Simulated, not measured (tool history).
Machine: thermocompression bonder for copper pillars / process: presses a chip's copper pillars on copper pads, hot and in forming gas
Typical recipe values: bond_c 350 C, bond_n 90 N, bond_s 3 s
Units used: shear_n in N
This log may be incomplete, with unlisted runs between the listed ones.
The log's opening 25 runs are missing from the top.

-- hour=1106.2 forming gas filter changed
run 26 hour=1144.2 | bond_c=344 bond_n=90 bond_s=2 | shear_n=43.5
run 27 hour=1201.5 | bond_c=344 bond_n=90 bond_s=2 | shear_n=43.1
run 28 hour=1257.2 | bond_c=359 bond_n=65 bond_s=6 | shear_n=53.9
run 29 hour=1298.7 | bond_c=359 bond_n=65 bond_s=6 | shear_n=53.6
run 30 hour=1330.3 | bond_c=359 bond_n=65 bond_s=6 | shear_n=52.9
-- hour=1364.1 forming gas filter changed
run 31 hour=1389.5 | bond_c=367 bond_n=65 bond_s=2 | shear_n=39.1
run 32 hour=1426.7 | bond_c=367 bond_n=65 bond_s=2 | shear_n=38.6
run 33 hour=1483.6 | bond_c=366 bond_n=99 bond_s=2 | shear_n=55.3
run 34 hour=1525.4 | bond_c=350 bond_n=69 bond_s=5 | shear_n=49.5
run 35 hour=1570.1 | bond_c=350 bond_n=71 bond_s=2 | shear_n=35.6
-- hour=1621.1 forming gas filter changed
run 36 hour=1630.6 | bond_c=350 bond_n=71 bond_s=2 | shear_n=36.8
run 37 hour=1664.9 | bond_c=356 bond_n=90 bond_s=3 | shear_n=56.3

Branching from run 37: 4 alternative next runs. What would each branch give?
run A hour=1692.4 | bond_c=366 bond_n=90 bond_s=3 | shear_n=?
run B hour=1692.4 | bond_c=359 bond_n=90 bond_s=3 | shear_n=?
run C hour=1692.4 | bond_c=356 bond_n=62 bond_s=3 | shear_n=?
run D hour=1692.4 | bond_c=370 bond_n=90 bond_s=3 | shear_n=?

run=A shear_n=59.8
run=B shear_n=56.7
run=C shear_n=40
run=D shear_n=61.5
What these runs would have given with no unlogged condition in the tool:
run=A shear_n=59.8
run=B shear_n=56.6
run=C shear_n=39.8
run=D shear_n=61.5

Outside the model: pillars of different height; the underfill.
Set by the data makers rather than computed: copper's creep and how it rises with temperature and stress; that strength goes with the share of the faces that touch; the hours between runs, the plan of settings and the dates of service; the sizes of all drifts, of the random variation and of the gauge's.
